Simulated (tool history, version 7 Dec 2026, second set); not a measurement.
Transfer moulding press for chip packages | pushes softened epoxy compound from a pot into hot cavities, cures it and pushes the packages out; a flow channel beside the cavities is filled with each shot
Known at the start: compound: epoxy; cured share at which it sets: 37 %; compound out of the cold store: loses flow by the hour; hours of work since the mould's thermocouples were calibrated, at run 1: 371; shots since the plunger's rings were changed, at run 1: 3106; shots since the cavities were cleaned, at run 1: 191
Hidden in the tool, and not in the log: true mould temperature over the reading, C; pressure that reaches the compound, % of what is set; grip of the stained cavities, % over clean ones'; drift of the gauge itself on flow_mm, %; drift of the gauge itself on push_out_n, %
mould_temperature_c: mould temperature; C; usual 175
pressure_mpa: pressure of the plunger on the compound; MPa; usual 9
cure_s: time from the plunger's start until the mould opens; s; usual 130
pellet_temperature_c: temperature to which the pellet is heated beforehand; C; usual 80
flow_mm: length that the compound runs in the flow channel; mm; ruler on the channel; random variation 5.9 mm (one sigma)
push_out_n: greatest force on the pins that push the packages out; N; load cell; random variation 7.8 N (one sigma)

run    hour  mould_temperature_c  pressure_mpa  cure_s  pellet_temperature_c  hours of work since the mould's thermocouples were calibrated  shots since the plunger's rings were changed  shots since the cavities were cleaned  incoming compound's hours out of the cold store  flow_mm  push_out_n
  1       0                  175             9     130                    80                                                            371                                          3106                                    191                                             29.4      571         413
  2    69.9                  175             9     122                    80                                                            409                                          3643                                    728                                             21.2      587         605
  3   114.8                  175             9     130                    80                                                            433                                          3988                                   1073                                             43.7      527         622
      130.1  -- cavities cleaned with cleaning compound and waxed
      136.5  -- mould's thermocouples calibrated
      148.6  -- plunger's sealing rings changed
  4   172.9                  175             9     130                    80                                                             18                                           187                                    294                                             26.5      608         471
  5   242.2                  175             9     130                    80                                                             55                                           720                                    827                                             12.8      635         613
      289.2  -- cavities cleaned with cleaning compound and waxed
  6   289.3                  175             9     130                    80                                                             80                                          1071                                      1                                             32.1      594         336
  7   328.5                  175             9     130                    80                                                            101                                          1372                                    302                                             26.4      616         472
  8   394.1                  175             9     130                    80                                                            136                                          1876                                    806                                             19.4      614         620
      446.1  -- cavities cleaned with cleaning compound and waxed
  9   450.4                  175             9     130                    80                                                            166                                          2298                                     33                                             25.9      586         345
 10   484.9                  175             9     130                    80                                                            184                                          2563                                    298                                             14.8      620         469
 11   537.2                  175             9     130                    80                                                            212                                          2965                                    700                                             17.8      612         600
      603.5  -- cavities cleaned with cleaning compound and waxed
 12   603.6                  175             9     130                    80                                                            247                                          3464                                      1                                             29.3      567         323
 13   672.4                  175             9     130                    80                                                            284                                          3993                                    530                                             31.7      562         540
      705.2  -- plunger's sealing rings changed
 14   706.3                  175             9     148                    80                                                            301                                             9                                    771                                             45.9      557         555
        762  -- cavities cleaned with cleaning compound and waxed
 15     762                  175             9     148                    80                                                            330                                           426                                      0                                             11.8      639         308
 16   820.2                  175          10.5     148                    80                                                            362                                           873                                    447                                             18.9      660         479
 17   888.3                  175          10.5     148                    80                                                            398                                          1397                                    971                                             42.9      607         571
      915.4  -- cavities cleaned with cleaning compound and waxed
 18   928.5                  178          7.46     130                    80                                                            419                                          1695                                    101                                             11.6      561         374
      976.2  -- mould's thermocouples calibrated
 19   978.7                  179          9.85     130                    80                                                              1                                          2065                                    471                                             35.8      590         482
 20  1027.6                  179          9.85     130                    80                                                             28                                          2441                                    847                                             10.9      641         572
     1075.7  -- cavities cleaned with cleaning compound and waxed
 21  1079.4                  179          9.85     130                    80                                                             55                                          2828                                     29                                             45.3      550         336
 22  1133.2                  173          9.94     130                    80                                                             84                                          3241                                    442                                             25.1      618         555
 23  1204.9                  174          9.94     130                    70                                                            122                                          3792                                    993                                             46.5      561         655
     1231.2  -- cavities cleaned with cleaning compound and waxed
 24  1246.9                  178          9.94     151                    70                                                            144                                          4104                                    121                                               13      629         369
     1265.7  -- plunger's sealing rings changed
 25  1304.6                  170          9.94     151                    70                                                            174                                           299                                    545                                             28.9      643         567
 26  1335.8                  175             9     145                    80                                                            190                                           540                                    786                                             47.8      558         545
     1389.9  -- cavities cleaned with cleaning compound and waxed
 27  1404.7                  175          8.41     157                    81                                                            227                                          1058                                    115                                             32.5      568         388

5 ways to go on from here, each from the tool as it stands after run 27. What would each give?
  A  1445.4                  177             9     149                    80                                                            248                                          1370                                    427                                               40        ?           ?
  B  1445.4                  169             9     139                    76                                                            248                                          1370                                    427                                             10.9        ?           ?
  C  1445.4                  175         10.37     130                    80                                                            248                                          1370                                    427                                             37.9        ?           ?
  D  1445.4                  175          9.46     112                    89                                                            248                                          1370                                    427                                             36.6        ?           ?
  E  1445.4                  175          8.41     157                    86                                                            248                                          1370                                    427                                             23.8        ?           ?

run  flow_mm  push_out_n
  A      553         479
  B      664         618
  C      608         498
  D      596         581
  E      585         462
Without the tool's hidden state the same runs would have given:
run  flow_mm  push_out_n
  A      569         306
  B      682         409
  C      625         321
  D      613         379
  E      602         296
